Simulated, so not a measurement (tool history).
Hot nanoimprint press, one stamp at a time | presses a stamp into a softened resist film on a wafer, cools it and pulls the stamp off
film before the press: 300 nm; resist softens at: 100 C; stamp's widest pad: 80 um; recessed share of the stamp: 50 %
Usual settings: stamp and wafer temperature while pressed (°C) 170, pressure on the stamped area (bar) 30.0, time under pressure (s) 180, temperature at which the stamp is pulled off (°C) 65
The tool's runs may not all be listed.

run	hour	stamp and wafer temperature while pressed (°C)	pressure on the stamped area (bar)	time under pressure (s)	temperature at which the stamp is pulled off (°C)	resist left under the stamp's widest pad (Å)	greatest force while the stamp is pulled off (N)
1	0.0	170	30.0	180	65	1611	235
2	6.1	170	30.0	180	65	1608	237
3	18.3	170	30.0	180	65	1615	237
4	28.7	170	30.0	180	65	1603	238
5	39.6	170	30.0	180	65	1629	240
6	53.1	170	30.0	180	65	1613	238
7	59.0	170	30.0	180	65	1620	236
8	69.2	170	30.0	180	65	1605	238
9	77.2	170	30.0	180	65	1624	234
10	86.7	170	30.0	180	65	1603	243
11	98.4	170	30.0	138	65	1766	237
12	108.7	170	30.0	180	65	1602	238
13	119.5	170	30.0	180	65	1601	238
14	129.0	170	30.0	101	65	1931	237
15	135.9	159	30.0	180	65	2445	237
16	148.1	170	30.0	122	59	1820	279
17	158.3	173	30.0	155	65	1444	242
18	167.7	172	30.0	180	65	1436	239
19	180.5	173	30.0	180	73	1360	192
# hour 187.4: stamp cleaned and given a new release coat
20	192.1	173	30.0	180	73	1349	174
21	204.2	173	30.0	180	73	1354	177
22	214.7	173	33.4	180	66	1296	217
23	220.9	175	30.0	180	65	1227	222
24	228.9	175	30.0	180	65	1216	218
# hour 232.8: plate thermocouple calibrated
25	241.9	175	30.0	180	65	1287	226
26	247.5	175	30.0	180	65	1294	226
27	256.5	174	45.4	119	61	1360	244
28	266.7	177	30.0	240	65	1002	231
29	280.4	159	18.4	180	63	2653	236
30	291.0	159	40.2	180	58	2396	263

3 ways to go on from here, each from the tool as it stands after run 30. What would each give?
A	297.0	159	40.2	136	58	?	?
B	297.0	159	18.6	157	58	?	?
C	297.0	175	40.2	172	58	?	?

run	resist left under the stamp's widest pad (Å)	greatest force while the stamp is pulled off (N)
A	2505	266
B	2676	269
C	1152	263
Without the tool's hidden state the same runs would have given:
run	resist left under the stamp's widest pad (Å)	greatest force while the stamp is pulled off (N)
A	2515	260
B	2683	263
C	1162	256

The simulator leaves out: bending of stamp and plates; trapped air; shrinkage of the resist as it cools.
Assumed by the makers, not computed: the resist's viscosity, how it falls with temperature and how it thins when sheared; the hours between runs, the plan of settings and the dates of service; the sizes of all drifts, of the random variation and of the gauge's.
